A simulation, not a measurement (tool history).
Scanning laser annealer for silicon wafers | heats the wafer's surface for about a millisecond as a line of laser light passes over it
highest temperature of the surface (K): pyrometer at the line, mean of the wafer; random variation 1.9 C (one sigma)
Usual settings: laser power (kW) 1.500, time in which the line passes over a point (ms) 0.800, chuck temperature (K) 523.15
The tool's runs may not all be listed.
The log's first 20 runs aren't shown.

run   hour  laser power (kW)  time in which the line passes over a point (ms)  chuck temperature (K)  highest temperature of the surface (K)
 21  135.9             1.500                                            0.800                 504.15                                 1316.15
 22  142.6             1.329                                            0.800                 555.15                                 1278.15
 23  146.9             1.403                                            0.769                 512.15                                 1260.15
 24  152.4             1.275                                            0.769                 512.15                                 1198.15
 25  159.4             1.275                                            0.769                 512.15                                 1197.15
     162.9  -- laser's power meter calibrated
 26  168.1             1.275                                            0.769                 512.15                                 1195.15
 27  174.1             1.474                                            0.800                 523.15                                 1318.15
 28  177.9             1.500                                            0.800                 554.15                                 1364.15
 29  185.5             1.500                                            0.800                 497.15                                 1309.15
 30  192.5             1.500                                            0.666                 509.15                                 1252.15
 31  199.6             1.554                                            0.887                 498.15                                 1376.15
 32  205.0             1.446                                            0.800                 502.15                                 1281.15
     209.1  -- laser's power meter calibrated, once more
 33  214.5             1.446                                            0.800                 502.15                                 1290.15
 34  218.3             1.404                                            0.909                 523.15                                 1336.15
 35  224.7             1.404                                            0.821                 523.15                                 1296.15
 36  229.1             1.306                                            0.800                 523.15                                 1234.15
 37  235.9             1.459                                            0.906                 540.15                                 1379.15
 38  242.9             1.459                                            0.906                 540.15                                 1375.15
 39  249.8             1.400                                            0.980                 548.15                                 1381.15
 40  256.5             1.400                                            0.980                 548.15                                 1381.15
 41  260.9             1.286                                            0.998                 548.15                                 1320.15

4 ways to go on from here, each from the tool as it stands after run 41. What would each give?
  A  266.3             1.484                                            0.800                 521.15                                       ?
  B  266.3             1.314                                            0.998                 532.15                                       ?
  C  266.3             1.578                                            0.977                 534.15                                       ?
  D  266.3             1.286                                            0.947                 548.15                                       ?

run  highest temperature of the surface (K)
  A                                 1324.15
  B                                 1320.15
  C                                 1464.15
  D                                 1298.15
Without the tool's hidden state the same runs would have given:
run  highest temperature of the surface (K)
  A                                 1352.15
  B                                 1347.15
  C                                 1496.15
  D                                 1324.15
